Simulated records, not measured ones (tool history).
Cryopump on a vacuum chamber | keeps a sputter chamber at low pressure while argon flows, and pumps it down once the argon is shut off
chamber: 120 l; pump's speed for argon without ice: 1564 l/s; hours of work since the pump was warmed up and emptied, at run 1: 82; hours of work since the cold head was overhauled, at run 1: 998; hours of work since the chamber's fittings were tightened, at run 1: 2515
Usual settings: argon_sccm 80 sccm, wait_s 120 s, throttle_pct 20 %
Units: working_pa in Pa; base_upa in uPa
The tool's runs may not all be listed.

run,hour,argon_sccm,wait_s,throttle_pct,hours of work since the pump was warmed up and emptied,hours of work since the cold head was overhauled,hours of work since the chamber's fittings were tightened,working_pa,base_upa
1,0.0,80,120,20,82,998,2515,0.4344,1.08
2,16.2,80,120,20,96,1012,2528,0.4344,1.09
3,30.3,80,120,20,108,1024,2540,0.4358,1.03
4,43.3,80,120,20,119,1035,2551,0.4348,1.07
5,64.3,80,120,20,137,1052,2569,0.4339,1.01
6,85.5,80,120,20,154,1070,2587,0.4373,1.13
7,104.9,80,120,45,171,1087,2603,0.1964,1.07
8,128.3,80,120,16,191,1106,2623,0.5409,1.09
9,159.1,80,120,16,217,1132,2649,0.5527,1.09
10,188.0,80,120,16,241,1157,2674,0.5490,1.15
11,203.1,80,120,16,254,1170,2686,0.5483,1.12
12,231.2,80,120,16,278,1193,2710,0.5446,1.13
13,256.4,80,120,20,299,1215,2731,0.4411,1.14
14,272.4,80,120,20,312,1228,2745,0.4395,1.15
15,299.4,80,120,20,335,1251,2768,0.4418,1.18
16,316.6,80,120,20,350,1266,2782,0.4410,1.18
17,331.1,80,27,20,362,1278,2794,0.4407,1.94
18,346.5,80,25,34,375,1291,2807,0.2616,2.01
19,373.9,80,25,34,398,1314,2831,0.2635,2.00
20,386.9,80,125,34,409,1325,2842,0.2659,1.15
21,405.8,80,121,21,425,1341,2857,0.4233,1.23
22,426.0,80,121,21,442,1358,2875,0.4226,1.24
23,441.5,94,251,23,455,1371,2888,0.4575,1.11
24,468.1,94,251,20,478,1394,2910,0.5251,1.10
25,484.1,94,251,20,491,1407,2924,0.5232,1.06
26,507.9,81,120,16,511,1427,2944,0.5616,1.25
27,521.0,81,220,55,522,1438,2955,0.1724,1.16
28,549.0,80,120,41,546,1462,2978,0.2248,1.28
29,566.0,46,32,41,560,1476,2993,0.1292,1.87
30,586.2,66,70,24,578,1493,3010,0.3075,1.45
31,599.1,74,117,22,588,1504,3021,0.3782,1.29
32,627.5,74,117,22,612,1528,3045,0.3791,1.29
33,653.9,74,152,24,635,1550,3067,0.3473,1.30
34,679.7,41,54,40,657,1572,3089,0.1185,1.60

Hidden state or all else? Some run-to-run changes of working_pa, split into what the settings, what came in and random variation would give without the hidden state, and what is left for the hidden state (with any gauge scatter that isn't in both results):
The hidden state here: pump's speed, % of a pump's without ice; cold plate's temperature, K; leak into the chamber, uPa l/s; drift of the gauge itself on working_pa, %; drift of the gauge itself on base_upa, %.
Run 6 -> 7: throttle_pct 20 -> 45. working_pa -0.2409 Pa: hidden state +0.0003, all else -0.2412.
Run 7 -> 8: throttle_pct 45 -> 16. working_pa +0.3445 Pa: hidden state +0.0004, all else +0.3441.
Run 26 -> 27: wait_s 120 -> 220, throttle_pct 16 -> 55. working_pa -0.3892 Pa: hidden state +0.0003, all else -0.3895.
Run 28 -> 29: argon_sccm 80 -> 46, wait_s 120 -> 32. working_pa -0.0956 Pa: hidden state -0.0057, all else -0.0899.
Run 29 -> 30: argon_sccm 46 -> 66, wait_s 32 -> 70, throttle_pct 41 -> 24. working_pa +0.1783 Pa: hidden state +0.0039, all else +0.1744.
Run 33 -> 34: argon_sccm 74 -> 41, wait_s 152 -> 54, throttle_pct 24 -> 40. working_pa -0.2288 Pa: hidden state -0.0064, all else -0.2224.

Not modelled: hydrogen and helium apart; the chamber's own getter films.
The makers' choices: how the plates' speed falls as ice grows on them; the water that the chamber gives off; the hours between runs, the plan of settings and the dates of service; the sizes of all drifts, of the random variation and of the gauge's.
